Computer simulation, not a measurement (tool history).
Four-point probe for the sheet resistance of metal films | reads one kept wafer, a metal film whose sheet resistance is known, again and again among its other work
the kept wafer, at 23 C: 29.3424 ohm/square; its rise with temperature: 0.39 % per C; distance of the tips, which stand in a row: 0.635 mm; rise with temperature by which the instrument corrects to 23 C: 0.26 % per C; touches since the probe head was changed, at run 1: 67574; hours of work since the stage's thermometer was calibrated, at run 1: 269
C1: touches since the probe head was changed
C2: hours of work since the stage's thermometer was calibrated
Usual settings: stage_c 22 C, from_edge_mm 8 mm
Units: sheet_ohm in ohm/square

run 1 hour=0.0 | stage_c=22 from_edge_mm=8 | C1=67574 C2=269 | sheet_ohm=29.403499
run 2 hour=10.5 | stage_c=22 from_edge_mm=9 | C1=68144 C2=277 | sheet_ohm=29.371846
run 3 hour=25.5 | stage_c=22 from_edge_mm=9 | C1=68951 C2=289 | sheet_ohm=29.380513
run 4 hour=43.9 | stage_c=26 from_edge_mm=8 | C1=69945 C2=303 | sheet_ohm=29.547204
run 5 hour=58.6 | stage_c=26 from_edge_mm=8 | C1=70745 C2=315 | sheet_ohm=29.552649
run 6 hour=67.2 | stage_c=22 from_edge_mm=58 | C1=71206 C2=322 | sheet_ohm=29.304735
run 7 hour=75.1 | stage_c=22 from_edge_mm=58 | C1=71633 C2=328 | sheet_ohm=29.303679
run 8 hour=91.9 | stage_c=22 from_edge_mm=8 | C1=72543 C2=342 | sheet_ohm=29.397892
run 9 hour=100.4 | stage_c=22 from_edge_mm=8 | C1=73002 C2=348 | sheet_ohm=29.401649
run 10 hour=115.0 | stage_c=22 from_edge_mm=4 | C1=73792 C2=360 | sheet_ohm=29.685485
run 11 hour=126.7 | stage_c=22 from_edge_mm=4 | C1=74425 C2=369 | sheet_ohm=29.688498
run 12 hour=141.5 | stage_c=22 from_edge_mm=11 | C1=75224 C2=381 | sheet_ohm=29.352425
run 13 hour=159.9 | stage_c=22 from_edge_mm=11 | C1=76220 C2=396 | sheet_ohm=29.361217
run 14 hour=168.2 | stage_c=22 from_edge_mm=11 | C1=76668 C2=402 | sheet_ohm=29.346767
run 15 hour=176.3 | stage_c=22 from_edge_mm=17 | C1=77106 C2=409 | sheet_ohm=29.312522
run 16 hour=190.8 | stage_c=33 from_edge_mm=10 | C1=77891 C2=420 | sheet_ohm=29.761806
run 17 hour=205.9 | stage_c=22 from_edge_mm=10 | C1=78707 C2=432 | sheet_ohm=29.367973
run 18 hour=216.4 | stage_c=22 from_edge_mm=10 | C1=79275 C2=441 | sheet_ohm=29.364291
run 19 hour=229.9 | stage_c=22 from_edge_mm=10 | C1=80006 C2=451 | sheet_ohm=29.360199
run 20 hour=240.9 | stage_c=26 from_edge_mm=11 | C1=80602 C2=460 | sheet_ohm=29.495266
run 21 hour=249.8 | stage_c=22 from_edge_mm=20 | C1=81083 C2=467 | sheet_ohm=29.292238
run 22 hour=258.1 | stage_c=20 from_edge_mm=8 | C1=81532 C2=474 | sheet_ohm=29.313433
run 23 hour=271.3 | stage_c=20 from_edge_mm=8 | C1=82244 C2=484 | sheet_ohm=29.320007
run 24 hour=281.7 | stage_c=20 from_edge_mm=8 | C1=82806 C2=492 | sheet_ohm=29.314259

The same runs without the tool's hidden state, with the same run-to-run variation:
The hidden state here: inner tips' distance over the nominal, %; tips' flats over new ones', %; wafer's true temperature over the reading, C; drift of the gauge itself on sheet_ohm, %.
run=1 sheet_ohm=29.409936
run=2 sheet_ohm=29.378303
run=3 sheet_ohm=29.387013
run=4 sheet_ohm=29.553795
run=5 sheet_ohm=29.559283
run=6 sheet_ohm=29.311335
run=7 sheet_ohm=29.310303
run=8 sheet_ohm=29.404579
run=9 sheet_ohm=29.408359
run=10 sheet_ohm=29.692290
run=11 sheet_ohm=29.695335
run=12 sheet_ohm=29.359236
run=13 sheet_ohm=29.368086
run=14 sheet_ohm=29.353655
run=15 sheet_ohm=29.319423
run=16 sheet_ohm=29.768862
run=17 sheet_ohm=29.374970
run=18 sheet_ohm=29.371313
run=19 sheet_ohm=29.367258
run=20 sheet_ohm=29.502394
run=21 sheet_ohm=29.299340
run=22 sheet_ohm=29.320558
run=23 sheet_ohm=29.327169
run=24 sheet_ohm=29.321451
